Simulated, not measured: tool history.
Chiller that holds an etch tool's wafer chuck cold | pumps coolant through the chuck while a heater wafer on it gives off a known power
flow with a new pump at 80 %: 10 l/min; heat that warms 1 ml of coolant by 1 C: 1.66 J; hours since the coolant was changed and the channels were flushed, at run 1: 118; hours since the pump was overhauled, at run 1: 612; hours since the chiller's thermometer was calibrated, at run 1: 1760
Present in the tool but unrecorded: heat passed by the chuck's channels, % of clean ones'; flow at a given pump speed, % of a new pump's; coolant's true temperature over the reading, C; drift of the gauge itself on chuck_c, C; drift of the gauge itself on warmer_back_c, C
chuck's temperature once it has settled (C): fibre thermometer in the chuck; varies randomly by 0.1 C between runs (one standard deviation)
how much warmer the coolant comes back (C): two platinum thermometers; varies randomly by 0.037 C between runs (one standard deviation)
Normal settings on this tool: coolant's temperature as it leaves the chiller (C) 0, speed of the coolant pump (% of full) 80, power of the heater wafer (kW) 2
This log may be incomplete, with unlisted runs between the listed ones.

run,hour,coolant's temperature as it leaves the chiller (C),speed of the coolant pump (% of full),power of the heater wafer (kW),hours since the coolant was changed and the channels were flushed,hours since the pump was overhauled,hours since the chiller's thermometer was calibrated,chuck's temperature once it has settled (C),how much warmer the coolant comes back (C)
1,0,0,80,2,118,612,1760,17.3,7.32
2,34,0,80,2,152,645,1794,17.1,7.26
3,65.2,0,80,2,183,677,1826,17.2,7.3
4,98.2,0,80,2,216,710,1859,17.3,7.33
5,125.9,0,92,2,243,737,1886,15.7,6.31
6,168.1,0,92,2,286,780,1928,15.5,6.42
7,212.8,0,80,2,330,824,1973,17.2,7.3
8,254.4,0,80,1.333,372,866,2015,11.5,4.81
9,285.7,4,80,1.333,403,897,2046,15.6,4.93
10,328.1,0,80,2,446,940,2089,17.3,7.36
11,374.5,0,80,1.458,492,986,2135,12.9,5.37
12,394.3,0,80,1.458,512,1006,2155,12.8,5.34
13,437.8,1,80,2,555,1049,2198,18.5,7.37
14,467.9,1,80,2,585,1079,2228,18.5,7.37
15,501,1,80,2,619,1113,2261,18.7,7.31
# hour 504.9: chiller's thermometer calibrated
16,537.1,1,80,2,654,1148,32,18.4,7.38
17,583.9,1,80,2,701,1194,79,18.6,7.41
18,604.8,1,80,2,721,1215,100,18.5,7.4
19,646.9,4,80,1.1,764,1257,142,13.6,4.07
20,684.5,4,80,1.1,801,1295,180,13.9,4.1
21,706.5,4,80,1.1,823,1317,202,14,4.11
# hour 710.6: chiller's thermometer calibrated, once more
22,735.7,4,80,1.1,851,1345,25,13.4,4.02
23,755.4,4,80,1.1,871,1365,45,13.3,4.02
24,802.7,4,69,1.503,918,1412,92,18.5,6.51
25,848.3,4,69,1.503,964,1458,138,18.5,6.47
26,883.2,-9,98,1.503,999,1493,173,2.1,4.54
27,914.8,5,60,1.166,1030,1524,204,17.4,5.8
28,959.9,5,60,1.166,1075,1569,249,17.5,5.78
29,985.1,-6,60,1.097,1101,1595,275,5.9,5.47
30,1029.3,-6,60,2.472,1145,1639,319,20.7,12.36
31,1060.2,-6,70,1.225,1176,1670,350,5.8,5.27
32,1095.5,-6,70,1.225,1211,1705,385,5.7,5.17

What differs in the tool's unlogged condition from the final listed run ahead of each entry between runs to the first listed run following it?
Runs 15 to 16: chiller's thermometer calibrated (hour 504.9)
  heat passed by the chuck's channels, % of clean ones': 97.5 -> 97.4; flow at a given pump speed, % of a new pump's: 98.3 -> 98.2; coolant's true temperature over the reading, C: 0.33 -> 0.39
  measured minus no-state result, chuck's temperature once it has settled (C): +0.9 -> +0.9; how much warmer the coolant comes back (C): +0.13 -> +0.13
Runs 21 to 22: chiller's thermometer calibrated, once more (hour 710.6)
  flow at a given pump speed, % of a new pump's: 98 -> 97.9; coolant's true temperature over the reading, C: 0.41 -> -0.04
  measured minus no-state result, chuck's temperature once it has settled (C): +0.8 -> +0.3; how much warmer the coolant comes back (C): +0.08 -> +0.08
